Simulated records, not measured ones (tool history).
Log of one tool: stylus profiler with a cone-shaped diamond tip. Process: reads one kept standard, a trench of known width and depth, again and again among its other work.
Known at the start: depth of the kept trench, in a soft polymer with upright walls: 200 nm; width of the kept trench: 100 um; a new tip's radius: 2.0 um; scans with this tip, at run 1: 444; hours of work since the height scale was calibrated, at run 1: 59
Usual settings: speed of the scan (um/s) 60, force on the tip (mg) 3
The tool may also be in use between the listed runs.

| run | hour | speed of the scan (um/s) | force on the tip (mg) | scans with this tip | hours of work since the height scale was calibrated | depth of the trench (nm) | width of the trench's floor (um) |
|---|---|---|---|---|---|---|---|
| 1 | 0 | 60 | 3 | 444 | 59 | 202.09 | 97.86 |
| 2 | 26.8 | 60 | 8.64 | 538 | 71 | 204.04 | 98.03 |
| 3 | 46.9 | 60 | 3 | 608 | 80 | 201.93 | 97.94 |
| 4 | 83 | 60 | 3 | 735 | 97 | 201.93 | 97.91 |
| 5 | 123 | 60 | 3 | 875 | 116 | 201.98 | 97.86 |
| 6 | 162.4 | 60 | 3 | 1013 | 134 | 201.89 | 97.86 |
| 7 | 188.8 | 60 | 3 | 1106 | 146 | 201.84 | 97.81 |
| 8 | 213.3 | 60 | 3 | 1192 | 157 | 201.96 | 97.86 |
| 9 | 239 | 60 | 3 | 1282 | 169 | 201.79 | 97.83 |
| 10 | 260.5 | 60 | 3 | 1357 | 179 | 201.79 | 97.86 |
| 11 | 295 | 60 | 3 | 1478 | 195 | 201.79 | 97.87 |
| 12 | 317.4 | 60 | 3 | 1557 | 206 | 201.88 | 97.87 |
| 13 | 338 | 185 | 3 | 1629 | 215 | 201.82 | 97.09 |
| 14 | 372.4 | 185 | 3 | 1750 | 231 | 201.83 | 97.09 |
| 15 | 405.8 | 185 | 3 | 1867 | 247 | 201.84 | 97.08 |
| 16 | 425.9 | 25 | 4.7 | 1937 | 256 | 202.52 | 98.02 |
| 17 | 456.2 | 26 | 1.62 | 2043 | 270 | 201.2 | 97.97 |
| 18 | 486.4 | 26 | 1.62 | 2149 | 284 | 201.05 | 97.94 |
| 19 | 504.5 | 26 | 1.62 | 2213 | 292 | 201.13 | 97.95 |
| 20 | 535.6 | 26 | 1.62 | 2322 | 307 | 201.05 | 97.98 |
| 21 | 569 | 26 | 1.62 | 2439 | 322 | 201.07 | 97.92 |
| 22 | 587.4 | 23 | 1.91 | 2503 | 331 | 201.24 | 98 |
| 23 | 612.2 | 44 | 3.77 | 2590 | 342 | 202.16 | 97.91 |
| 24 | 647.4 | 24 | 1.83 | 2714 | 358 | 201.3 | 98 |
| 25 | 666.1 | 28 | 6.35 | 2779 | 367 | 203.09 | 98 |
| 26 | 698.1 | 60 | 3.24 | 2892 | 382 | 201.78 | 97.82 |
| 27 | 715.4 | 53 | 2.89 | 2952 | 390 | 201.71 | 97.74 |
| 28 | 734.6 | 142 | 7.98 | 3020 | 399 | 203.59 | 97.64 |
| 29 | 761.5 | 93 | 4.25 | 3114 | 411 | 202.17 | 97.66 |
| 30 | 799.6 | 87 | 3.64 | 3247 | 429 | 201.98 | 97.69 |

Measured less the same run without the tool's hidden state. The same run-to-run variation is in both; the gauge's scatter may not be:
The hidden state here: radius of the tip, um; height scale over the true one, %; drift of the gauge itself on depth_nm, %; drift of the gauge itself on floor_um, %.
| run | depth of the trench (nm) | width of the trench's floor (um) |
|---|---|---|
| 1 | -0.05 | -0.01 |
| 2 | -0.07 | -0.02 |
| 3 | -0.07 | -0.02 |
| 4 | -0.08 | -0.03 |
| 5 | -0.09 | -0.04 |
| 6 | -0.1 | -0.04 |
| 7 | -0.11 | -0.05 |
| 8 | -0.12 | -0.05 |
| 9 | -0.13 | -0.06 |
| 10 | -0.13 | -0.06 |
| 11 | -0.14 | -0.07 |
| 12 | -0.14 | -0.07 |
| 13 | -0.15 | -0.07 |
| 14 | -0.17 | -0.08 |
| 15 | -0.17 | -0.09 |
| 16 | -0.18 | -0.1 |
| 17 | -0.19 | -0.09 |
| 18 | -0.2 | -0.11 |
| 19 | -0.2 | -0.11 |
| 20 | -0.21 | -0.11 |
| 21 | -0.22 | -0.12 |
| 22 | -0.22 | -0.12 |
| 23 | -0.23 | -0.13 |
| 24 | -0.24 | -0.13 |
| 25 | -0.25 | -0.13 |
| 26 | -0.26 | -0.14 |
| 27 | -0.26 | -0.15 |
| 28 | -0.27 | -0.15 |
| 29 | -0.27 | -0.15 |
| 30 | -0.28 | -0.16 |
